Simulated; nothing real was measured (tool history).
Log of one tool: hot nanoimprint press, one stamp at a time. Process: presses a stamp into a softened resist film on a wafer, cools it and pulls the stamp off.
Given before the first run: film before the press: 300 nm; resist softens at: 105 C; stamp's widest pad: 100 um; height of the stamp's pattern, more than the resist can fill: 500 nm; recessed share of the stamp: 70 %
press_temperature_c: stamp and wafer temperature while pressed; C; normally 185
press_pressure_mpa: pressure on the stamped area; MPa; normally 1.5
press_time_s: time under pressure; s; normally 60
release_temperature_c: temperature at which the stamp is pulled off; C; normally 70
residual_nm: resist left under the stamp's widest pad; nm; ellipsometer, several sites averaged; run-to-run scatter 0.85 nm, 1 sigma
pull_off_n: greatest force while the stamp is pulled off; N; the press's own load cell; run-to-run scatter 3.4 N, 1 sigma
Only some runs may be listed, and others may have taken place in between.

run,hour,press_temperature_c,press_pressure_mpa,press_time_s,release_temperature_c,residual_nm,pull_off_n
1,0,185,1.5,60,70,178.6,189
2,18.1,185,1.5,103,70,148.9,191
3,54.8,185,1.5,103,70,149.9,189
4,85.5,185,1.5,103,70,149.6,194
5,107.4,185,1.5,103,70,148.9,201
6,139.5,185,1.5,103,70,148.4,193
7,170.3,185,1.5,103,70,146.8,201
8,207.3,185,1.5,103,70,149.8,203
9,232.6,185,1.5,60,70,179.3,206
10,262.8,185,1.5,60,70,179.3,209
11,297.3,185,1.5,60,70,178.6,208
12,336.7,185,1.5,60,70,179.8,222
13,354.3,185,1.5,60,70,178.9,211
14,391.2,185,1.5,60,70,179.6,216
15,411.2,185,1.5,60,65,180.3,228
# hour 449.5: plate thermocouple calibrated
16,454.5,178,1.5,60,65,203.2,233
17,489.4,178,1.5,60,65,202.2,234
18,524.4,193,1.5,60,70,146.9,219
# hour 536.7: stamp cleaned and given a new release coat
19,560.5,188,0.94,60,70,195.4,166
20,593.3,179,1.39,60,56,203.2,193
21,629.2,189,1.39,66,77,161.4,152
22,661.2,175,0.91,66,77,240.2,152
23,683.6,175,0.91,66,77,240.8,157
24,721.5,175,1.56,66,77,208.9,155
25,753.3,185,1.5,94,70,151.2,171
26,784,185,1.5,94,70,150.8,183
27,814.4,185,2.35,30,70,185.5,176
28,841.1,185,2.35,30,70,185.7,181
29,861.8,186,1.71,46,70,179.3,184
30,880.3,176,1.28,104,66,193.9,192

Below are 4 alternative next runs, each starting from the tool's condition after run 30. Predict each:
A,905.1,185,1.5,41,70,?,?
B,905.1,185,1.5,60,76,?,?
C,905.1,192,1.28,104,66,?,?
D,905.1,176,1.28,104,71,?,?

run,residual_nm,pull_off_n
A,198.1,182
B,177.1,167
C,134.3,193
D,195.7,187
Had the tool no hidden state, the same runs would have come out as:
run,residual_nm,pull_off_n
A,195.4,158
B,174.4,144
C,132.1,167
D,193,162
